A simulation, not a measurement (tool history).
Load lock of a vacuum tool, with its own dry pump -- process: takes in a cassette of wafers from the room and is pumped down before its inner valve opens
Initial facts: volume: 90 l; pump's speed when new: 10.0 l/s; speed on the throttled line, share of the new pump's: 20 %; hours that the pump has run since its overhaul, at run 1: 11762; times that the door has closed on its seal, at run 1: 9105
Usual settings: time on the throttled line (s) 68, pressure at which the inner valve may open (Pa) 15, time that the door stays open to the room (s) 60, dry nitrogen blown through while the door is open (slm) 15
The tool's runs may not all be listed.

run,hour,time on the throttled line (s),pressure at which the inner valve may open (Pa),time that the door stays open to the room (s),dry nitrogen blown through while the door is open (slm),hours that the pump has run since its overhaul,times that the door has closed on its seal,"incoming humidity of the room's air, %",time from the closed door until the inner valve may open (s),rise of the pressure with all valves shut (Pa/min)
1,0.0,68,15,60,15,11762,9105,46.0,141.6,0.044
2,302.9,68,15,60,15,12065,10186,46.0,141.6,0.044
3,554.2,68,15,60,15,12316,11083,48.1,141.3,0.051
4,907.9,68,15,60,15,12670,12346,47.9,142.5,0.051
5,1411.6,53,15,60,15,13174,14144,44.2,131.4,0.067
6,1902.2,68,15,60,15,13664,15896,44.9,143.5,0.076
7,2174.9,68,15,60,15,13937,16869,44.5,142.5,0.071
8,2652.1,68,15,60,12,14414,18573,44.9,143.5,0.085
# hour 2815.0: dry pump taken out, an overhauled one fitted
9,3123.8,68,15,60,12,309,20235,47.0,134.4,0.092
10,3672.4,68,15,60,12,857,22194,45.5,135.0,0.103
11,4062.2,43,19,42,7,1247,23585,44.8,113.0,0.104
12,4493.4,43,19,42,7,1678,25124,39.6,114.0,0.114
13,4730.5,68,15,61,25,1916,25971,43.8,134.8,0.117
14,5261.9,60,15,61,25,2447,27868,42.9,129.0,0.124
15,5827.2,68,15,186,31,3012,29886,43.7,136.3,0.150
16,6407.6,72,10,90,9,3593,31958,48.9,142.2,0.171
17,6813.3,72,10,90,9,3998,33406,45.1,142.1,0.181
18,7276.6,55,17,60,15,4462,35060,47.7,125.2,0.182
19,7633.0,55,17,60,15,4818,36332,48.1,125.8,0.188
20,7970.9,35,13,42,8,5156,37539,47.9,112.9,0.200

What if the next run were any one of these 3? Each begins from the tool's condition after run 20:
A,8439.3,77,15,87,15,5624,39211,45.9,?,?
B,8439.3,35,13,42,25,5624,39211,48.0,?,?
C,8439.3,115,15,43,13,5624,39211,47.3,?,?

run,time from the closed door until the inner valve may open (s),rise of the pressure with all valves shut (Pa/min)
A,143.5,0.212
B,113.4,0.201
C,174.4,0.206
Without the tool's unlogged condition, the same runs would have read:
run,time from the closed door until the inner valve may open (s),rise of the pressure with all valves shut (Pa/min)
A,140.0,0.022
B,109.4,0.006
C,171.1,0.011
